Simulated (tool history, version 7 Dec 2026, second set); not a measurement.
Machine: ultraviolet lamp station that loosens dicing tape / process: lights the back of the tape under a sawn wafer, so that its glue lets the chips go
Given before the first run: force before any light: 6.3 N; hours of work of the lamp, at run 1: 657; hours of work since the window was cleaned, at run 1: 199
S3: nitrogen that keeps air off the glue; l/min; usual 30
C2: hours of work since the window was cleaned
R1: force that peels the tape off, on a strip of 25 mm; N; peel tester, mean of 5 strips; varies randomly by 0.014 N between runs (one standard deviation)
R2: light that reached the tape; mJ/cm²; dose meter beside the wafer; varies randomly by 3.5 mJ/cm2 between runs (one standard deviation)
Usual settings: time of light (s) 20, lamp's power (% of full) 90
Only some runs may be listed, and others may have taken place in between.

run 1 hour=0 | time_of_light_(s)=20 lamp's_power_(%_of_full)=90 S3=30 | hours_of_work_of_the_lamp=657 C2=199 | R1=0.936 R2=478
run 2 hour=17.9 | time_of_light_(s)=20 lamp's_power_(%_of_full)=90 S3=30 | hours_of_work_of_the_lamp=669 C2=211 | R1=0.891 R2=468
-- hour=41.5 window cleaned of glue's vapour
run 3 hour=42.6 | time_of_light_(s)=20 lamp's_power_(%_of_full)=80 S3=30 | hours_of_work_of_the_lamp=686 C2=1 | R1=1.069 R2=435
run 4 hour=74.1 | time_of_light_(s)=20 lamp's_power_(%_of_full)=80 S3=30 | hours_of_work_of_the_lamp=708 C2=23 | R1=1.013 R2=434
run 5 hour=108.5 | time_of_light_(s)=20 lamp's_power_(%_of_full)=60 S3=30 | hours_of_work_of_the_lamp=732 C2=46 | R1=1.645 R2=324
run 6 hour=147.3 | time_of_light_(s)=20 lamp's_power_(%_of_full)=60 S3=30 | hours_of_work_of_the_lamp=759 C2=73 | R1=1.598 R2=315
run 7 hour=187.6 | time_of_light_(s)=20 lamp's_power_(%_of_full)=60 S3=30 | hours_of_work_of_the_lamp=786 C2=101 | R1=1.682 R2=311
run 8 hour=218.5 | time_of_light_(s)=20 lamp's_power_(%_of_full)=90 S3=22 | hours_of_work_of_the_lamp=808 C2=122 | R1=1.081 R2=461
run 9 hour=246.2 | time_of_light_(s)=20 lamp's_power_(%_of_full)=90 S3=22 | hours_of_work_of_the_lamp=827 C2=142 | R1=1.029 R2=461
run 10 hour=265 | time_of_light_(s)=20 lamp's_power_(%_of_full)=93 S3=30 | hours_of_work_of_the_lamp=840 C2=155 | R1=0.933 R2=477
run 11 hour=290.2 | time_of_light_(s)=20 lamp's_power_(%_of_full)=93 S3=30 | hours_of_work_of_the_lamp=857 C2=172 | R1=0.974 R2=462
run 12 hour=311 | time_of_light_(s)=31 lamp's_power_(%_of_full)=90 S3=30 | hours_of_work_of_the_lamp=872 C2=186 | R1=0.468 R2=696
run 13 hour=349.9 | time_of_light_(s)=26 lamp's_power_(%_of_full)=90 S3=30 | hours_of_work_of_the_lamp=899 C2=213 | R1=0.64 R2=581
-- hour=368.7 window cleaned of glue's vapour
run 14 hour=388.5 | time_of_light_(s)=20 lamp's_power_(%_of_full)=89 S3=30 | hours_of_work_of_the_lamp=925 C2=14 | R1=0.997 R2=457
run 15 hour=426.7 | time_of_light_(s)=20 lamp's_power_(%_of_full)=90 S3=30 | hours_of_work_of_the_lamp=951 C2=40 | R1=0.952 R2=454
run 16 hour=451.1 | time_of_light_(s)=39 lamp's_power_(%_of_full)=90 S3=30 | hours_of_work_of_the_lamp=968 C2=57 | R1=0.305 R2=881
run 17 hour=486.3 | time_of_light_(s)=20 lamp's_power_(%_of_full)=90 S3=28 | hours_of_work_of_the_lamp=993 C2=81 | R1=0.993 R2=443
run 18 hour=509.5 | time_of_light_(s)=20 lamp's_power_(%_of_full)=90 S3=28 | hours_of_work_of_the_lamp=1009 C2=97 | R1=1.043 R2=444
run 19 hour=530.5 | time_of_light_(s)=27 lamp's_power_(%_of_full)=90 S3=28 | hours_of_work_of_the_lamp=1023 C2=112 | R1=0.627 R2=593
run 20 hour=554 | time_of_light_(s)=27 lamp's_power_(%_of_full)=90 S3=28 | hours_of_work_of_the_lamp=1039 C2=128 | R1=0.647 R2=590
run 21 hour=594.8 | time_of_light_(s)=27 lamp's_power_(%_of_full)=90 S3=28 | hours_of_work_of_the_lamp=1068 C2=156 | R1=0.639 R2=587
run 22 hour=632.4 | time_of_light_(s)=27 lamp's_power_(%_of_full)=90 S3=28 | hours_of_work_of_the_lamp=1094 C2=182 | R1=0.649 R2=579
run 23 hour=667.1 | time_of_light_(s)=20 lamp's_power_(%_of_full)=70 S3=30 | hours_of_work_of_the_lamp=1118 C2=206 | R1=1.632 R2=322
run 24 hour=692 | time_of_light_(s)=21 lamp's_power_(%_of_full)=70 S3=30 | hours_of_work_of_the_lamp=1135 C2=224 | R1=1.454 R2=342
-- hour=696.2 window cleaned of glue's vapour
run 25 hour=732.7 | time_of_light_(s)=21 lamp's_power_(%_of_full)=70 S3=30 | hours_of_work_of_the_lamp=1163 C2=25 | R1=1.448 R2=354
run 26 hour=761.1 | time_of_light_(s)=18 lamp's_power_(%_of_full)=92 S3=21 | hours_of_work_of_the_lamp=1182 C2=45 | R1=1.349 R2=394
run 27 hour=794.2 | time_of_light_(s)=18 lamp's_power_(%_of_full)=92 S3=21 | hours_of_work_of_the_lamp=1205 C2=68 | R1=1.352 R2=392
run 28 hour=814.3 | time_of_light_(s)=18 lamp's_power_(%_of_full)=92 S3=21 | hours_of_work_of_the_lamp=1219 C2=82 | R1=1.39 R2=386
run 29 hour=841.2 | time_of_light_(s)=21 lamp's_power_(%_of_full)=97 S3=34 | hours_of_work_of_the_lamp=1238 C2=100 | R1=0.898 R2=468
run 30 hour=882 | time_of_light_(s)=20 lamp's_power_(%_of_full)=68 S3=51 | hours_of_work_of_the_lamp=1266 C2=128 | R1=1.52 R2=315
run 31 hour=922.2 | time_of_light_(s)=20 lamp's_power_(%_of_full)=68 S3=51 | hours_of_work_of_the_lamp=1294 C2=156 | R1=1.546 R2=300
run 32 hour=966.8 | time_of_light_(s)=20 lamp's_power_(%_of_full)=68 S3=51 | hours_of_work_of_the_lamp=1324 C2=187 | R1=1.578 R2=300
run 33 hour=986.9 | time_of_light_(s)=10 lamp's_power_(%_of_full)=98 S3=16 | hours_of_work_of_the_lamp=1338 C2=201 | R1=2.768 R2=216
run 34 hour=1018.9 | time_of_light_(s)=10 lamp's_power_(%_of_full)=98 S3=16 | hours_of_work_of_the_lamp=1361 C2=223 | R1=2.766 R2=213
-- hour=1023.4 window cleaned of glue's vapour
run 35 hour=1057.7 | time_of_light_(s)=10 lamp's_power_(%_of_full)=98 S3=16 | hours_of_work_of_the_lamp=1387 C2=24 | R1=2.713 R2=220
run 36 hour=1087.1 | time_of_light_(s)=39 lamp's_power_(%_of_full)=67 S3=42 | hours_of_work_of_the_lamp=1407 C2=44 | R1=0.559 R2=576
run 37 hour=1115.9 | time_of_light_(s)=20 lamp's_power_(%_of_full)=90 S3=11 | hours_of_work_of_the_lamp=1427 C2=64 | R1=1.655 R2=396
run 38 hour=1142.6 | time_of_light_(s)=18 lamp's_power_(%_of_full)=90 S3=26 | hours_of_work_of_the_lamp=1446 C2=82 | R1=1.45 R2=353
run 39 hour=1174.7 | time_of_light_(s)=19 lamp's_power_(%_of_full)=89 S3=16 | hours_of_work_of_the_lamp=1468 C2=105 | R1=1.642 R2=365
run 40 hour=1196.9 | time_of_light_(s)=12 lamp's_power_(%_of_full)=82 S3=19 | hours_of_work_of_the_lamp=1483 C2=120 | R1=2.855 R2=211
run 41 hour=1231.7 | time_of_light_(s)=16 lamp's_power_(%_of_full)=61 S3=15 | hours_of_work_of_the_lamp=1507 C2=144 | R1=2.833 R2=208
run 42 hour=1263.9 | time_of_light_(s)=12 lamp's_power_(%_of_full)=90 S3=57 | hours_of_work_of_the_lamp=1530 C2=166 | R1=2.198 R2=223

How would selected steps in R1 from run to run divide? Give the signed amount a tool lacking its hidden state would still show from settings, what came in and random variation, and the signed amount left for the hidden state, including any gauge scatter that is not in both of the compared results.
What the log doesn't record here: lamp's light, % of a new lamp's; light that the window lets through, % of a clean one's; drift of the gauge itself on peel_n, %; drift of the gauge itself on dose_mj_cm2, %.
Run 22 -> 23: time of light (s) 27 -> 20, lamp's power (% of full) 90 -> 70, S3 28 -> 30. R1 +0.983 N: hidden state +0.333, all else +0.65.
Run 32 -> 33: time of light (s) 20 -> 10, lamp's power (% of full) 68 -> 98, S3 51 -> 16. R1 +1.19 N: hidden state +0.161, all else +1.029.
Run 35 -> 36: time of light (s) 10 -> 39, lamp's power (% of full) 98 -> 67, S3 16 -> 42. R1 -2.154 N: hidden state -0.526, all else -1.628.
Run 36 -> 37: time of light (s) 39 -> 20, lamp's power (% of full) 67 -> 90, S3 42 -> 11. R1 +1.096 N: hidden state +0.443, all else +0.653.
Run 39 -> 40: time of light (s) 19 -> 12, lamp's power (% of full) 89 -> 82, S3 16 -> 19. R1 +1.213 N: hidden state +0.203, all else +1.01.

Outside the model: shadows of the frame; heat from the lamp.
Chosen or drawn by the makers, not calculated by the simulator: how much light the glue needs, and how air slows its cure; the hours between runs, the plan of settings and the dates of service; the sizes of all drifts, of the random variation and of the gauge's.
